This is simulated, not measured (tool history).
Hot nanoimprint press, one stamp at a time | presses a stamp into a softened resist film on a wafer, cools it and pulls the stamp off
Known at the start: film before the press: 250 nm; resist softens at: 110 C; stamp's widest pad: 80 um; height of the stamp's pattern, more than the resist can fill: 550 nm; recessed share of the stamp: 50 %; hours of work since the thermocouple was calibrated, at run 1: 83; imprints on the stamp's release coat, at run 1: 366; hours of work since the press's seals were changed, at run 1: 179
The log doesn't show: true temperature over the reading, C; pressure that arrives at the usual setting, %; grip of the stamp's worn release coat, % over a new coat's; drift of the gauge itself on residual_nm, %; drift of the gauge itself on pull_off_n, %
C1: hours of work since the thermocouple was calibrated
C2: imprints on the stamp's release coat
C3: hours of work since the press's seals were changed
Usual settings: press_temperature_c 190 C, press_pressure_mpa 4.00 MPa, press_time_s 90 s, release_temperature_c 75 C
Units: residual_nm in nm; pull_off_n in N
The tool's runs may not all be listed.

run 1 hour=0.0 | press_temperature_c=190 press_pressure_mpa=4.00 press_time_s=90 release_temperature_c=75 | C1=83 C2=366 C3=179 | residual_nm=140.7 pull_off_n=122
run 2 hour=16.1 | press_temperature_c=190 press_pressure_mpa=4.00 press_time_s=90 release_temperature_c=75 | C1=93 C2=400 C3=189 | residual_nm=141.1 pull_off_n=130
run 3 hour=53.4 | press_temperature_c=190 press_pressure_mpa=4.00 press_time_s=90 release_temperature_c=75 | C1=116 C2=481 C3=213 | residual_nm=141.7 pull_off_n=126
run 4 hour=74.8 | press_temperature_c=190 press_pressure_mpa=4.00 press_time_s=90 release_temperature_c=75 | C1=129 C2=528 C3=226 | residual_nm=142.5 pull_off_n=129
run 5 hour=95.5 | press_temperature_c=188 press_pressure_mpa=4.00 press_time_s=90 release_temperature_c=75 | C1=142 C2=573 C3=239 | residual_nm=149.9 pull_off_n=129
run 6 hour=125.6 | press_temperature_c=188 press_pressure_mpa=4.00 press_time_s=96 release_temperature_c=75 | C1=161 C2=638 C3=257 | residual_nm=147.2 pull_off_n=132
run 7 hour=159.6 | press_temperature_c=188 press_pressure_mpa=4.00 press_time_s=96 release_temperature_c=75 | C1=182 C2=711 C3=279 | residual_nm=147.6 pull_off_n=137
run 8 hour=179.1 | press_temperature_c=190 press_pressure_mpa=4.00 press_time_s=90 release_temperature_c=74 | C1=194 C2=754 C3=291 | residual_nm=143.7 pull_off_n=139
run 9 hour=204.7 | press_temperature_c=190 press_pressure_mpa=4.00 press_time_s=90 release_temperature_c=74 | C1=210 C2=809 C3=307 | residual_nm=142.8 pull_off_n=144
run 10 hour=234.8 | press_temperature_c=190 press_pressure_mpa=4.00 press_time_s=90 release_temperature_c=75 | C1=229 C2=874 C3=325 | residual_nm=143.5 pull_off_n=141
run 11 hour=271.2 | press_temperature_c=190 press_pressure_mpa=4.00 press_time_s=90 release_temperature_c=75 | C1=251 C2=953 C3=348 | residual_nm=144.9 pull_off_n=148
run 12 hour=299.5 | press_temperature_c=190 press_pressure_mpa=4.00 press_time_s=90 release_temperature_c=75 | C1=269 C2=1015 C3=366 | residual_nm=145.0 pull_off_n=150
run 13 hour=317.0 | press_temperature_c=190 press_pressure_mpa=4.00 press_time_s=90 release_temperature_c=75 | C1=280 C2=1053 C3=376 | residual_nm=144.1 pull_off_n=148
run 14 hour=335.7 | press_temperature_c=190 press_pressure_mpa=4.37 press_time_s=90 release_temperature_c=75 | C1=291 C2=1093 C3=388 | residual_nm=138.2 pull_off_n=151
run 15 hour=368.4 | press_temperature_c=190 press_pressure_mpa=4.37 press_time_s=90 release_temperature_c=75 | C1=312 C2=1164 C3=408 | residual_nm=139.3 pull_off_n=152
run 16 hour=393.3 | press_temperature_c=190 press_pressure_mpa=4.37 press_time_s=90 release_temperature_c=75 | C1=327 C2=1218 C3=424 | residual_nm=140.1 pull_off_n=157
run 17 hour=425.2 | press_temperature_c=190 press_pressure_mpa=4.54 press_time_s=125 release_temperature_c=75 | C1=347 C2=1287 C3=444 | residual_nm=125.1 pull_off_n=159
run 18 hour=462.2 | press_temperature_c=190 press_pressure_mpa=4.54 press_time_s=125 release_temperature_c=75 | C1=370 C2=1367 C3=467 | residual_nm=124.3 pull_off_n=160
run 19 hour=479.0 | press_temperature_c=190 press_pressure_mpa=4.54 press_time_s=125 release_temperature_c=75 | C1=380 C2=1404 C3=477 | residual_nm=125.3 pull_off_n=157
-- hour=484.3 plate thermocouple calibrated
run 20 hour=515.6 | press_temperature_c=190 press_pressure_mpa=4.00 press_time_s=90 release_temperature_c=78 | C1=19 C2=1476 C3=498 | residual_nm=139.8 pull_off_n=146
run 21 hour=544.0 | press_temperature_c=190 press_pressure_mpa=4.00 press_time_s=90 release_temperature_c=78 | C1=37 C2=1538 C3=516 | residual_nm=140.5 pull_off_n=146
-- hour=577.5 press's hydraulic seals changed and the load cell set to zero
run 22 hour=583.7 | press_temperature_c=186 press_pressure_mpa=4.00 press_time_s=127 release_temperature_c=72 | C1=57 C2=1607 C3=4 | residual_nm=138.6 pull_off_n=176
run 23 hour=618.0 | press_temperature_c=186 press_pressure_mpa=4.00 press_time_s=127 release_temperature_c=71 | C1=78 C2=1681 C3=25 | residual_nm=138.3 pull_off_n=180
run 24 hour=648.4 | press_temperature_c=186 press_pressure_mpa=4.00 press_time_s=127 release_temperature_c=71 | C1=97 C2=1747 C3=44 | residual_nm=138.6 pull_off_n=182
run 25 hour=681.0 | press_temperature_c=196 press_pressure_mpa=4.00 press_time_s=127 release_temperature_c=71 | C1=117 C2=1818 C3=64 | residual_nm=108.4 pull_off_n=192
run 26 hour=711.3 | press_temperature_c=192 press_pressure_mpa=3.73 press_time_s=140 release_temperature_c=72 | C1=136 C2=1883 C3=83 | residual_nm=119.6 pull_off_n=197
-- hour=723.6 stamp cleaned and given a new release coat
run 27 hour=735.8 | press_temperature_c=190 press_pressure_mpa=4.00 press_time_s=90 release_temperature_c=76 | C1=148 C2=26 C3=95 | residual_nm=141.0 pull_off_n=110
run 28 hour=775.8 | press_temperature_c=190 press_pressure_mpa=3.08 press_time_s=107 release_temperature_c=71 | C1=173 C2=113 C3=120 | residual_nm=151.4 pull_off_n=130
run 29 hour=811.6 | press_temperature_c=190 press_pressure_mpa=2.55 press_time_s=103 release_temperature_c=71 | C1=195 C2=190 C3=142 | residual_nm=166.7 pull_off_n=129

Forecast each of these 4 alternatives for the next run:
run A hour=845.5 | press_temperature_c=180 press_pressure_mpa=4.00 press_time_s=149 release_temperature_c=75 | C1=216 C2=264 C3=163 | residual_nm=? pull_off_n=?
run B hour=845.5 | press_temperature_c=190 press_pressure_mpa=4.62 press_time_s=47 release_temperature_c=70 | C1=216 C2=264 C3=163 | residual_nm=? pull_off_n=?
run C hour=845.5 | press_temperature_c=190 press_pressure_mpa=2.55 press_time_s=111 release_temperature_c=71 | C1=216 C2=264 C3=163 | residual_nm=? pull_off_n=?
run D hour=845.5 | press_temperature_c=185 press_pressure_mpa=2.64 press_time_s=103 release_temperature_c=69 | C1=216 C2=264 C3=163 | residual_nm=? pull_off_n=?

run=A residual_nm=158.4 pull_off_n=126
run=B residual_nm=160.7 pull_off_n=137
run=C residual_nm=162.9 pull_off_n=135
run=D residual_nm=180.0 pull_off_n=138
Without the tool's hidden state the same runs would have given:
run=A residual_nm=153.8 pull_off_n=115
run=B residual_nm=156.8 pull_off_n=126
run=C residual_nm=159.2 pull_off_n=123
run=D residual_nm=176.1 pull_off_n=126
